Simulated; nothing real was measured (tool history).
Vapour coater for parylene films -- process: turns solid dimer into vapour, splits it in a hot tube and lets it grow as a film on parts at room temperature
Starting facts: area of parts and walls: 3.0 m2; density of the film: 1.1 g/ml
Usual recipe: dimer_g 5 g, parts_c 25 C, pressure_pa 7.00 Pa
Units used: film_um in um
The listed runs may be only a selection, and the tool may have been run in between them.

Run 1, hour 0.0: usual settings. Result: film_um 0.623 um.
Run 2, hour 11.8: usual settings. Result: film_um 0.622 um.
Run 3, hour 20.7: usual settings. Result: film_um 0.623 um.
Run 4, hour 40.8: usual settings. Result: film_um 0.621 um.
At hour 51.7: trap's valve overhauled.
Run 5, hour 60.7: usual settings but pressure_pa 9.75 Pa. Result: film_um 0.630 um.
Run 6, hour 78.5: usual settings but pressure_pa 9.75 Pa. Result: film_um 0.629 um.
Run 7, hour 98.0: usual settings but pressure_pa 3.15 Pa. Result: film_um 0.756 um.
Run 8, hour 108.1: usual settings but pressure_pa 3.15 Pa. Result: film_um 0.750 um.
Run 9, hour 127.6: usual settings but pressure_pa 3.15 Pa. Result: film_um 0.750 um.
Run 10, hour 138.6: usual settings but pressure_pa 3.15 Pa. Result: film_um 0.751 um.
Run 11, hour 153.7: usual settings but pressure_pa 3.15 Pa. Result: film_um 0.745 um.
Run 12, hour 169.0: usual settings but pressure_pa 3.15 Pa. Result: film_um 0.738 um.
Run 13, hour 186.0: usual settings but pressure_pa 5.94 Pa. Result: film_um 0.665 um.
Run 14, hour 204.3: usual settings but dimer_g 4 g, pressure_pa 5.94 Pa. Result: film_um 0.530 um.
Run 15, hour 220.4: usual settings but pressure_pa 3.97 Pa. Result: film_um 0.698 um.
Run 16, hour 238.4: usual settings but pressure_pa 3.97 Pa. Result: film_um 0.697 um.
Run 17, hour 257.5: usual settings but parts_c 18 C, pressure_pa 10.57 Pa. Result: film_um 0.679 um.
Run 18, hour 276.1: usual settings but parts_c 18 C, pressure_pa 3.29 Pa. Result: film_um 0.825 um.
Run 19, hour 289.1: usual settings but parts_c 32 C, pressure_pa 10.84 Pa. Result: film_um 0.498 um.
Run 20, hour 300.3: usual settings but parts_c 32 C, pressure_pa 10.84 Pa. Result: film_um 0.502 um.
Run 21, hour 310.6: usual settings but dimer_g 3 g, parts_c 22 C, pressure_pa 9.33 Pa. Result: film_um 0.380 um.
Run 22, hour 321.5: usual settings but dimer_g 3 g, parts_c 22 C, pressure_pa 9.33 Pa. Result: film_um 0.376 um.
At hour 345.2: trap's valve overhauled.
Run 23, hour 345.2: usual settings but dimer_g 3 g, parts_c 28 C, pressure_pa 2.17 Pa. Result: film_um 0.463 um.
Run 24, hour 360.0: usual settings but parts_c 23 C, pressure_pa 11.87 Pa. Result: film_um 0.633 um.
Run 25, hour 375.2: usual settings but dimer_g 6 g. Result: film_um 0.795 um.

Here are 3 independent what-if runs from the current tool condition. What would each one return?
Run A, hour 390.0: usual settings but dimer_g 7 g. Result: film_um ?.
Run B, hour 390.0: usual settings but dimer_g 3 g, parts_c 32 C, pressure_pa 9.44 Pa. Result: film_um ?.
Run C, hour 390.0: usual settings but dimer_g 8 g, parts_c 21 C, pressure_pa 2.70 Pa. Result: film_um ?.

run  film_um
  A    0.926
  B    0.330
  C    1.349
With no hidden state in the tool, these same runs would have given:
run  film_um
  A    0.938
  B    0.334
  C    1.368
